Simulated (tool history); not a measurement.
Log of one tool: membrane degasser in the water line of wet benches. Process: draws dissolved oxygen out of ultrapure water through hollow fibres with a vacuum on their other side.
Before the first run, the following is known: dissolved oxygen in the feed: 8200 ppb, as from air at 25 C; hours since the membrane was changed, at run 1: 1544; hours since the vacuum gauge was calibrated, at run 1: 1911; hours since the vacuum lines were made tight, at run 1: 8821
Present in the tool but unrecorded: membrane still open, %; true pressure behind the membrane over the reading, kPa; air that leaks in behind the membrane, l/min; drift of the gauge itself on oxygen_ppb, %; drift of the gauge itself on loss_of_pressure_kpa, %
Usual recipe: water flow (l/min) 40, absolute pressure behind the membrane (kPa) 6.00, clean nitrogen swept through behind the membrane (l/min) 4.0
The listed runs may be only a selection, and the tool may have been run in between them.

run   hour  water flow (l/min)  absolute pressure behind the membrane (kPa)  clean nitrogen swept through behind the membrane (l/min)  hours since the membrane was changed  hours since the vacuum gauge was calibrated  hours since the vacuum lines were made tight  dissolved oxygen in the water behind the degasser (ppb)  pressure that the water loses in the fibres (kPa)
  1    0.0                  40                                         6.00                                                       4.0                                  1544                                         1911                                          8821                                                    101.3                                              59.00
  2   49.9                  40                                         6.00                                                       4.0                                  1594                                         1961                                          8871                                                    103.6                                              58.50
  3  106.7                  40                                         6.00                                                       4.0                                  1651                                         2018                                          8928                                                    100.2                                              58.98
  4  164.8                  40                                         6.00                                                       4.0                                  1709                                         2076                                          8986                                                    100.6                                              58.72
  5  217.5                  40                                        10.24                                                       4.0                                  1761                                         2128                                          9038                                                    197.8                                              58.98
  6  257.1                  40                                        10.24                                                       4.0                                  1801                                         2168                                          9078                                                    201.4                                              58.74
  7  291.6                  33                                         7.33                                                       5.2                                  1836                                         2202                                          9113                                                     89.6                                              48.83
  8  323.0                  33                                         7.33                                                       5.2                                  1867                                         2234                                          9144                                                     89.0                                              48.88

Run 9 comes next. What will it give?
  9  366.2                  33                                         7.33                                                       5.2                                  1910                                         2277                                          9187                                                        ?                                                  ?

Run 9 gave dissolved oxygen in the water behind the degasser (ppb) 86.9, pressure that the water loses in the fibres (kPa) 48.72.
Had the tool carried no hidden state, the very same run would have given dissolved oxygen in the water behind the degasser (ppb) 86.8, pressure that the water loses in the fibres (kPa) 48.72.

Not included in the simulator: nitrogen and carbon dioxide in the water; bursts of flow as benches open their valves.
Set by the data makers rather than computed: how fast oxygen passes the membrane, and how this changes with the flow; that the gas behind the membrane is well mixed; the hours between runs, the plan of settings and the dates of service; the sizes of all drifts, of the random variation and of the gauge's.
